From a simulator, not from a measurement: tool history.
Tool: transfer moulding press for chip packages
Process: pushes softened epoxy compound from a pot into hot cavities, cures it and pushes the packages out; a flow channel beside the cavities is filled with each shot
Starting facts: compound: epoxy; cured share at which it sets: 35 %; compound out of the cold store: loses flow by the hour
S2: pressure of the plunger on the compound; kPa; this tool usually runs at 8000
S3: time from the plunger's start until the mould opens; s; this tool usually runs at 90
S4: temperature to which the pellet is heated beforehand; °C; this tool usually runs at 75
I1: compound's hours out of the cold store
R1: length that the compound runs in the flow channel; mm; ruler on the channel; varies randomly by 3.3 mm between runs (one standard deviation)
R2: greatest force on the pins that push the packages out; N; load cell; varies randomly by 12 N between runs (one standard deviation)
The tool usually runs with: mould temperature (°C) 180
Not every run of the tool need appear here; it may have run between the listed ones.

{"run": 1, "hour": 0.0, "mould temperature (°C)": 180, "S2": 8000, "S3": 90, "S4": 75, "I1": 33.9, "R1": 631, "R2": 846}
{"run": 2, "hour": 22.7, "mould temperature (°C)": 180, "S2": 8000, "S3": 90, "S4": 75, "I1": 15.9, "R1": 669, "R2": 1117}
{"hour": 25.6, "done": "cavities cleaned with cleaning compound and waxed"}
{"run": 3, "hour": 47.7, "mould temperature (°C)": 180, "S2": 8000, "S3": 90, "S4": 75, "I1": 27.6, "R1": 646, "R2": 1211}
{"run": 4, "hour": 58.9, "mould temperature (°C)": 180, "S2": 8000, "S3": 90, "S4": 75, "I1": 11.5, "R1": 674, "R2": 1302}
{"hour": 64.4, "done": "cavities cleaned with cleaning compound and waxed"}
{"run": 5, "hour": 76.3, "mould temperature (°C)": 180, "S2": 8000, "S3": 90, "S4": 75, "I1": 40.8, "R1": 618, "R2": 807}
{"run": 6, "hour": 94.2, "mould temperature (°C)": 180, "S2": 8000, "S3": 90, "S4": 75, "I1": 44.1, "R1": 609, "R2": 1050}
{"hour": 103.3, "done": "cavities cleaned with cleaning compound and waxed"}
{"run": 7, "hour": 113.8, "mould temperature (°C)": 180, "S2": 8000, "S3": 121, "S4": 75, "I1": 11.9, "R1": 671, "R2": 660}
{"run": 8, "hour": 133.5, "mould temperature (°C)": 180, "S2": 8000, "S3": 121, "S4": 75, "I1": 11.4, "R1": 664, "R2": 861}
{"hour": 141.3, "done": "cavities cleaned with cleaning compound and waxed"}
{"run": 9, "hour": 159.1, "mould temperature (°C)": 180, "S2": 8000, "S3": 90, "S4": 69, "I1": 20.7, "R1": 638, "R2": 948}
{"hour": 173.9, "done": "cavities cleaned with cleaning compound and waxed, once more"}
{"run": 10, "hour": 181.6, "mould temperature (°C)": 180, "S2": 8000, "S3": 90, "S4": 69, "I1": 14, "R1": 651, "R2": 734}
{"run": 11, "hour": 191.9, "mould temperature (°C)": 180, "S2": 8000, "S3": 90, "S4": 75, "I1": 23.7, "R1": 628, "R2": 926}
{"hour": 212.8, "done": "cavities cleaned with cleaning compound and waxed"}
{"run": 12, "hour": 213.3, "mould temperature (°C)": 180, "S2": 8000, "S3": 90, "S4": 75, "I1": 8.8, "R1": 648, "R2": 589}
{"run": 13, "hour": 223.2, "mould temperature (°C)": 180, "S2": 8000, "S3": 90, "S4": 75, "I1": 25, "R1": 621, "R2": 799}
{"run": 14, "hour": 238.0, "mould temperature (°C)": 180, "S2": 8850, "S3": 76, "S4": 66, "I1": 9.1, "R1": 685, "R2": 1445}
{"hour": 250.6, "done": "cavities cleaned with cleaning compound and waxed"}
{"run": 15, "hour": 262.6, "mould temperature (°C)": 175, "S2": 7770, "S3": 90, "S4": 75, "I1": 10.8, "R1": 643, "R2": 1210}
{"run": 16, "hour": 273.1, "mould temperature (°C)": 175, "S2": 7770, "S3": 90, "S4": 75, "I1": 13.3, "R1": 640, "R2": 1417}
{"hour": 289.7, "done": "cavities cleaned with cleaning compound and waxed"}
{"run": 17, "hour": 293.8, "mould temperature (°C)": 185, "S2": 8030, "S3": 75, "S4": 84, "I1": 37.8, "R1": 584, "R2": 635}
{"run": 18, "hour": 305.5, "mould temperature (°C)": 180, "S2": 8700, "S3": 90, "S4": 75, "I1": 28.1, "R1": 629, "R2": 881}
{"run": 19, "hour": 320.9, "mould temperature (°C)": 180, "S2": 8700, "S3": 90, "S4": 75, "I1": 9.8, "R1": 667, "R2": 1104}
{"hour": 327.3, "done": "cavities cleaned with cleaning compound and waxed"}
{"run": 20, "hour": 345.3, "mould temperature (°C)": 180, "S2": 8000, "S3": 94, "S4": 66, "I1": 17.7, "R1": 618, "R2": 902}
{"hour": 365.4, "done": "cavities cleaned with cleaning compound and waxed"}
{"run": 21, "hour": 368.4, "mould temperature (°C)": 180, "S2": 8000, "S3": 94, "S4": 66, "I1": 35.8, "R1": 584, "R2": 583}
{"run": 22, "hour": 386.2, "mould temperature (°C)": 173, "S2": 8000, "S3": 84, "S4": 81, "I1": 18.3, "R1": 623, "R2": 1792}
{"hour": 397.8, "done": "plunger's sealing rings changed"}
{"hour": 406.6, "done": "cavities cleaned with cleaning compound and waxed"}
{"run": 23, "hour": 411.3, "mould temperature (°C)": 173, "S2": 8000, "S3": 84, "S4": 81, "I1": 18.7, "R1": 692, "R2": 1319}

Each row is a separate what-if for the run after 23, all from the same tool condition, not one after another. Results?
{"run": "A", "hour": 428.7, "mould temperature (°C)": 184, "S2": 8000, "S3": 78, "S4": 75, "I1": 35.4, "R1": "?", "R2": "?"}
{"run": "B", "hour": 428.7, "mould temperature (°C)": 179, "S2": 8000, "S3": 107, "S4": 75, "I1": 37.4, "R1": "?", "R2": "?"}
{"run": "C", "hour": 428.7, "mould temperature (°C)": 180, "S2": 8000, "S3": 90, "S4": 74, "I1": 22.1, "R1": "?", "R2": "?"}
{"run": "D", "hour": 428.7, "mould temperature (°C)": 173, "S2": 8000, "S3": 90, "S4": 71, "I1": 22, "R1": "?", "R2": "?"}
{"run": "E", "hour": 428.7, "mould temperature (°C)": 180, "S2": 8090, "S3": 83, "S4": 69, "I1": 44.1, "R1": "?", "R2": "?"}

run=A R1=632 R2=999
run=B R1=645 R2=825
run=C R1=663 R2=980
run=D R1=694 R2=1590
run=E R1=632 R2=1133
With the hidden condition removed and each run's random variation left untouched, the same runs would have given:
run=A R1=639 R2=581
run=B R1=652 R2=474
run=C R1=669 R2=572
run=D R1=702 R2=944
run=E R1=638 R2=666

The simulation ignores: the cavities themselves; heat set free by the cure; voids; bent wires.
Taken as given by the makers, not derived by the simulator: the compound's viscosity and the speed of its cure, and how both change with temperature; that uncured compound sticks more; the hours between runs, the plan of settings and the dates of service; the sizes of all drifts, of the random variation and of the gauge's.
